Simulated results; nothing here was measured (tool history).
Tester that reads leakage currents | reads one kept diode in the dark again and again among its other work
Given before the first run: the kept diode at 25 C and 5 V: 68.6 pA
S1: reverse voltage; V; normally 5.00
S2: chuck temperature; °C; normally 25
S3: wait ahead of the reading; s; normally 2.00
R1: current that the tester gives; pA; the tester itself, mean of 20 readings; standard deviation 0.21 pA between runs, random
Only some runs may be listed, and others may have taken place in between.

run 1 day=0.000 | S1=5.00 S2=25 S3=2.00 | R1=64.52
run 2 day=3.762 | S1=5.00 S2=25 S3=2.00 | R1=64.39
run 3 day=6.762 | S1=5.00 S2=25 S3=2.00 | R1=64.33
run 4 day=9.475 | S1=5.00 S2=53 S3=2.00 | R1=600.37
run 5 day=12.550 | S1=5.00 S2=21 S3=2.00 | R1=46.18
run 6 day=15.962 | S1=5.00 S2=25 S3=2.00 | R1=64.07
-- day=16.388 probe card cleaned and baked
run 7 day=19.288 | S1=5.00 S2=25 S3=2.00 | R1=65.61
run 8 day=22.171 | S1=5.00 S2=25 S3=2.00 | R1=65.28
-- day=23.104 tester calibrated
run 9 day=24.033 | S1=5.00 S2=29 S3=0.45 | R1=93.71
run 10 day=26.450 | S1=5.00 S2=43 S3=0.99 | R1=282.57
-- day=28.667 probe card cleaned and baked, once more
run 11 day=28.825 | S1=5.00 S2=43 S3=0.99 | R1=275.88
run 12 day=32.429 | S1=5.00 S2=43 S3=0.99 | R1=274.62
run 13 day=34.683 | S1=5.00 S2=43 S3=0.99 | R1=272.52
run 14 day=37.612 | S1=12.67 S2=43 S3=0.61 | R1=409.03
run 15 day=41.275 | S1=12.67 S2=22 S3=0.54 | R1=70.26
run 16 day=43.138 | S1=8.02 S2=28 S3=0.33 | R1=96.37

Each row is a separate what-if for the run after 16, all from the same tool condition, not one after another. Results?
run A day=44.858 | S1=5.00 S2=59 S3=2.00 | R1=?
run B day=44.858 | S1=3.49 S2=53 S3=4.73 | R1=?
run C day=44.858 | S1=1.41 S2=25 S3=2.00 | R1=?

run=A R1=915.43
run=B R1=501.53
run=C R1=34.28
With the hidden condition removed and each run's random variation left untouched, the same runs would have given:
run=A R1=1044.01
run=B R1=574.57
run=C R1=40.01

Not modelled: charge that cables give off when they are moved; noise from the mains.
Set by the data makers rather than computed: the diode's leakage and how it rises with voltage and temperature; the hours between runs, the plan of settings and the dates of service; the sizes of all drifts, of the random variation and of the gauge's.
